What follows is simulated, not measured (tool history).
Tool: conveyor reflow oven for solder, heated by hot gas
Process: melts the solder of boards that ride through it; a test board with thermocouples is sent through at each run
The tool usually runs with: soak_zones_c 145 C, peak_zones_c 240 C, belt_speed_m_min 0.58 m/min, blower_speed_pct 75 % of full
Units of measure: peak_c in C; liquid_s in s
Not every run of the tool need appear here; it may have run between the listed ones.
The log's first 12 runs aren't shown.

run	day	soak_zones_c	peak_zones_c	belt_speed_m_min	blower_speed_pct	peak_c	liquid_s
13	16.483	145	240	0.682	56	212.7	37.3
14	18.296	145	240	0.682	56	212.4	37
15	19.283	145	240	0.682	56	212.5	37.5
16	20.35	145	240	0.58	75	224.6	52.8
17	21.304	131	240	0.58	61	217.9	44.9
18	23.325	137	240	0.58	75	222.6	50.2
19	25.108	137	232	0.58	75	216.3	46.5
# day 26.925: flux residue cleaned out of gas plates and filters
20	26.925	137	232	0.58	75	218.7	47.3
21	28.638	143	248	0.621	69	228.7	51.2
22	30.592	141	248	0.621	69	228.8	50.4
23	32.379	141	249	0.514	85	239.8	66.2
24	34.117	141	249	0.514	85	239.1	66.4
25	35.738	141	249	0.514	85	239.4	67
26	36.7	141	249	0.591	72	232.4	54.6
27	37.538	145	252	0.527	75	239.6	66.4
28	39.392	145	252	0.527	75	240.1	66.1
29	40.654	145	243	0.527	75	231.8	62.8
30	42.542	145	243	0.527	75	231.9	62.8
31	43.792	132	230	0.652	75	212.1	36.2

3 options for the next run, each taken on its own from the tool as it stands now. Forecast them:
A	44.846	145	240	0.648	75	?	?
B	44.846	136	230	0.644	50	?	?
C	44.846	132	239	0.557	57	?	?

run	peak_c	liquid_s
A	222.5	46.6
B	204.4	31
C	219.4	48.1
Had the tool no hidden state, the same runs would have come out as:
run	peak_c	liquid_s
A	220.9	44.8
B	202.6	28.7
C	217.5	45.8

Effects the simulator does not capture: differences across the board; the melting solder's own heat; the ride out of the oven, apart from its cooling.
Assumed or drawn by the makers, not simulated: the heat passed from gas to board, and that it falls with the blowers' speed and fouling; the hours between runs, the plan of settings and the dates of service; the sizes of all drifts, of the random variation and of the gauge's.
